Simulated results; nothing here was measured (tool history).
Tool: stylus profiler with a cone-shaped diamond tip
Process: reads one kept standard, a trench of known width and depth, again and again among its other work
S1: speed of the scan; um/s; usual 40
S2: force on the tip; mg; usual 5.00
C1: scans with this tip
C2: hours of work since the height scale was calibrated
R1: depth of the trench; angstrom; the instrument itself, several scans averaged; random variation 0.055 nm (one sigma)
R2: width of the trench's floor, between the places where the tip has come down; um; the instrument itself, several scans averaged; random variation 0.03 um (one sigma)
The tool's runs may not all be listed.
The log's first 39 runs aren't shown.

run 40 hour=463.5 | S1=40 S2=2.40 | C1=4438 C2=547 | R1=5050.1 R2=16.83
run 41 hour=476.6 | S1=40 S2=2.40 | C1=4509 C2=555 | R1=5049.7 R2=16.82
run 42 hour=492.2 | S1=136 S2=5.33 | C1=4594 C2=566 | R1=5084.6 R2=16.63
run 43 hour=505.1 | S1=136 S2=5.33 | C1=4663 C2=574 | R1=5085.1 R2=16.69
run 44 hour=520.0 | S1=17 S2=2.58 | C1=4744 C2=584 | R1=5051.7 R2=16.94
run 45 hour=533.3 | S1=22 S2=7.36 | C1=4816 C2=593 | R1=5104.9 R2=16.99
run 46 hour=547.3 | S1=22 S2=7.36 | C1=4892 C2=602 | R1=5105.5 R2=16.94
run 47 hour=563.7 | S1=22 S2=7.36 | C1=4980 C2=613 | R1=5105.0 R2=16.91

Forecast each of these 3 alternatives for the next run:
run A hour=576.2 | S1=70 S2=2.08 | C1=5048 C2=622 | R1=? R2=?
run B hour=576.2 | S1=52 S2=5.00 | C1=5048 C2=622 | R1=? R2=?
run C hour=576.2 | S1=54 S2=5.18 | C1=5048 C2=622 | R1=? R2=?

run=A R1=5045.5 R2=16.62
run=B R1=5081.9 R2=16.82
run=C R1=5083.8 R2=16.81
Without the tool's hidden state the same runs would have given:
run=A R1=5045.5 R2=16.62
run=B R1=5081.9 R2=16.83
run=C R1=5083.8 R2=16.82
